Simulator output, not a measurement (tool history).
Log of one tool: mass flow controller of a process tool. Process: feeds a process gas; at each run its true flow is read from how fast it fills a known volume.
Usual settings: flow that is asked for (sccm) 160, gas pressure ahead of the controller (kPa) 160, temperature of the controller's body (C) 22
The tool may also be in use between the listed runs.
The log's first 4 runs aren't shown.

run	hour	flow that is asked for (sccm)	gas pressure ahead of the controller (kPa)	temperature of the controller's body (C)	hours of work since the controller was set to zero	hours of work since the controller was changed	true flow (%)
5	1020.2	160	160	22	5958	5958	99.45
6	1182.8	160	160	22	6057	6057	99.49
# hour 1208.7: controller's zero set anew
7	1387.6	160	160	22	109	6182	98.01
8	1757.0	160	160	22	335	6407	97.75
9	2056.2	160	160	22	517	6590	97.95
10	2278.3	160	160	22	653	6725	97.78
11	2590.6	160	211	22	844	6916	98.14
12	2925.3	160	211	22	1048	7120	98.03
13	3243.4	160	184	22	1242	7315	97.89
14	3552.2	160	184	22	1431	7503	97.81
15	3855.8	160	160	22	1616	7689	97.85
16	4228.0	160	160	22	1843	7916	97.87
17	4460.4	160	160	22	1985	8058	97.76
18	4785.9	160	160	22	2184	8256	97.83
19	5027.7	160	160	22	2332	8404	97.87
20	5264.5	160	276	22	2476	8549	98.25
21	5437.9	160	276	22	2582	8654	98.02
22	5621.0	160	276	22	2694	8766	98.05
23	5930.3	160	276	22	2883	8955	98.05
24	6257.9	160	276	22	3083	9155	98.04
25	6550.8	160	257	22	3261	9334	97.94
26	6701.7	30	154	22	3354	9426	100.64
27	7061.4	160	274	22	3573	9646	98.03
28	7333.1	160	274	22	3739	9811	97.94
29	7626.8	30	178	39	3918	9991	100.85

Forecast run 30:
30	7965.7	33	166	27	4125	10198	?

Run 30 gave true flow (%) 100.77.
Without the tool's hidden state the same run would have given true flow (%) 97.86.
